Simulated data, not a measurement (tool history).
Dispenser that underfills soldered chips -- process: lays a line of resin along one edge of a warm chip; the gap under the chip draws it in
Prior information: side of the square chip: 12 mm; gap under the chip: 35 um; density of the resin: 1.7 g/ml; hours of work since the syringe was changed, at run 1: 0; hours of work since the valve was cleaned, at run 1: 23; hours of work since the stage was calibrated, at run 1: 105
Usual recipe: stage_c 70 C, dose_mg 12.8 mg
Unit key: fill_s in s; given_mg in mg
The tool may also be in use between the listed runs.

run,hour,stage_c,dose_mg,hours of work since the syringe was changed,hours of work since the valve was cleaned,hours of work since the stage was calibrated,fill_s,given_mg
1,0,70,12.8,0,23,105,298.3,12.59
2,4.4,70,12.8,3,26,108,345,12.51
3,7.6,70,12.8,6,28,111,383.4,12.55
4,11.2,68,12.8,8,30,113,478.5,12.57
# hour 12.6: new syringe of resin
5,14.6,68,12.8,1,33,115,344.3,12.52
6,19.7,70,12.8,5,36,119,375.5,12.56
7,22.5,70,12.8,7,38,121,406.6,12.35
# hour 25.9: new syringe of resin
8,25.9,70,12.8,0,40,123,297.5,12.44
9,28.4,70,12.8,2,42,125,319.6,12.45
10,32.5,70,12.8,5,45,128,371.7,12.52
11,36,73,12.8,7,47,130,362.2,12.53
# hour 39.1: new syringe of resin
12,39.4,73,12.8,0,50,132,267.2,12.39
13,44.2,73,12.8,4,53,135,314.6,12.44
14,48.4,73,12.8,7,56,138,363.9,12.43
15,51.6,73,12.8,9,58,141,410.3,12.4
# hour 52.2: new syringe of resin
16,54.8,70,12.8,2,60,143,325,12.28
17,58.9,70,12.8,5,63,146,376.4,12.21
18,61.7,70,12.8,7,65,148,414.7,12.32
# hour 65.6: new syringe of resin
19,65.8,70,12.8,0,68,150,302.7,12.24
20,70.6,73,12.8,3,71,154,314.6,12.29
21,75.6,73,12,7,74,157,371.4,11.52
# hour 78.7: new syringe of resin
22,79.4,59,12.2,1,77,159,487.7,11.77
23,83.9,65,12.2,4,80,163,435.1,11.65
24,88.9,65,12.2,7,84,166,523.6,11.53
# hour 91.8: new syringe of resin
25,94.2,65,12.2,2,87,170,408.7,11.6
26,98.2,65,12.2,4,90,172,471.5,11.47
27,102.8,71,14.1,8,93,176,419.3,13.23
# hour 104.2: dispensing valve cleaned and set on the balance
# hour 106.2: new syringe of resin
28,107.7,70,16.1,1,2,178,309.8,16.03
29,111.6,58,12.8,4,5,181,588.7,12.72
30,114.1,58,13,6,7,183,640,12.92
# hour 119.2: new syringe of resin
31,119.3,58,13,0,10,186,486.2,12.91
32,124,80,11.8,3,13,189,243.3,11.59
33,126.6,59,12,5,15,191,620.6,11.97
34,129.9,78,14.3,7,18,193,312.9,14.23
# hour 132.3: new syringe of resin
35,134,78,12.9,1,20,196,228,12.68
36,136.7,78,12.9,3,22,198,247.5,12.74

Branching from run 36: 3 alternative next runs. What would each branch give?
A,140.8,78,13.8,6,25,201,?,?
B,140.8,81,14.1,6,25,201,?,?
C,140.8,56,14.7,6,25,201,?,?

run,fill_s,given_mg
A,284.7,13.56
B,256.2,13.84
C,692.3,14.53
Had the tool no hidden state, the same runs would have come out as:
run,fill_s,given_mg
A,208,13.75
B,187.2,14.03
C,503.4,14.73
